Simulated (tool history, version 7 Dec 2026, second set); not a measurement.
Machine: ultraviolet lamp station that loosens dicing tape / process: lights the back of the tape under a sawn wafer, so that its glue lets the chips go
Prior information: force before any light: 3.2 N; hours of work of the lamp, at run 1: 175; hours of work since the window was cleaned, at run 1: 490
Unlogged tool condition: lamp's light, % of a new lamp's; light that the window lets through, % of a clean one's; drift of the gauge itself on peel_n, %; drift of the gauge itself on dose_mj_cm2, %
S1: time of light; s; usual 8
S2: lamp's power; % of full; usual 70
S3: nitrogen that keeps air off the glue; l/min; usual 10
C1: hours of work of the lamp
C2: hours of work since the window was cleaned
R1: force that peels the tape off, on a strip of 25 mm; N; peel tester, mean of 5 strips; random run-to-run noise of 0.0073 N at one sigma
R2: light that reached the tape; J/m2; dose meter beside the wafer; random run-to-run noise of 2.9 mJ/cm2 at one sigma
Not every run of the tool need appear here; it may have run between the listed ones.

{"run": 1, "hour": 0.0, "S1": 8, "S2": 70, "S3": 10, "C1": 175, "C2": 490, "R1": 0.332, "R2": 3470}
{"run": 2, "hour": 4.0, "S1": 8, "S2": 70, "S3": 10, "C1": 178, "C2": 493, "R1": 0.347, "R2": 3390}
{"run": 3, "hour": 11.9, "S1": 8, "S2": 61, "S3": 10, "C1": 184, "C2": 499, "R1": 0.414, "R2": 3000}
{"run": 4, "hour": 20.1, "S1": 8, "S2": 81, "S3": 10, "C1": 191, "C2": 506, "R1": 0.274, "R2": 3950}
{"run": 5, "hour": 25.4, "S1": 8, "S2": 81, "S3": 10, "C1": 195, "C2": 510, "R1": 0.277, "R2": 3940}
{"run": 6, "hour": 29.4, "S1": 8, "S2": 70, "S3": 10, "C1": 198, "C2": 513, "R1": 0.33, "R2": 3370}
{"run": 7, "hour": 38.8, "S1": 8, "S2": 70, "S3": 11, "C1": 205, "C2": 520, "R1": 0.333, "R2": 3390}
{"run": 8, "hour": 44.0, "S1": 8, "S2": 70, "S3": 10, "C1": 209, "C2": 524, "R1": 0.335, "R2": 3370}
{"run": 9, "hour": 50.1, "S1": 8, "S2": 70, "S3": 10, "C1": 214, "C2": 529, "R1": 0.348, "R2": 3360}
{"run": 10, "hour": 54.3, "S1": 8, "S2": 70, "S3": 10, "C1": 217, "C2": 532, "R1": 0.348, "R2": 3320}
{"run": 11, "hour": 60.9, "S1": 6, "S2": 90, "S3": 18, "C1": 222, "C2": 537, "R1": 0.277, "R2": 3280}
{"run": 12, "hour": 70.0, "S1": 5, "S2": 95, "S3": 5, "C1": 229, "C2": 544, "R1": 0.637, "R2": 2820}
{"hour": 77.9, "done": "window cleaned of glue's vapour"}
{"run": 13, "hour": 78.1, "S1": 16, "S2": 72, "S3": 20, "C1": 235, "C2": 0, "R1": 0.181, "R2": 8040}
{"run": 14, "hour": 84.3, "S1": 16, "S2": 72, "S3": 20, "C1": 240, "C2": 5, "R1": 0.189, "R2": 8000}
{"run": 15, "hour": 90.1, "S1": 5, "S2": 70, "S3": 17, "C1": 244, "C2": 9, "R1": 0.428, "R2": 2410}
{"run": 16, "hour": 96.5, "S1": 10, "S2": 62, "S3": 18, "C1": 249, "C2": 14, "R1": 0.219, "R2": 4260}
{"run": 17, "hour": 105.3, "S1": 10, "S2": 62, "S3": 18, "C1": 256, "C2": 21, "R1": 0.214, "R2": 4270}
{"run": 18, "hour": 110.2, "S1": 11, "S2": 86, "S3": 16, "C1": 260, "C2": 25, "R1": 0.182, "R2": 6490}
{"run": 19, "hour": 114.8, "S1": 6, "S2": 86, "S3": 3, "C1": 263, "C2": 28, "R1": 0.595, "R2": 3600}

Entry by entry between the runs, the difference in hidden state between the last listed run before and the first listed run after:
Logged between run 12 and run 13: window cleaned of glue's vapour (hour 77.9)
  lamp's light, % of a new lamp's: 95.7 -> 95.6; light that the window lets through, % of a clean one's: 85 -> 99.4
  what was measured, less what the result would be without the hidden state, R1: +0.157 -> +0 N; R2: -660 -> -430 J/m2
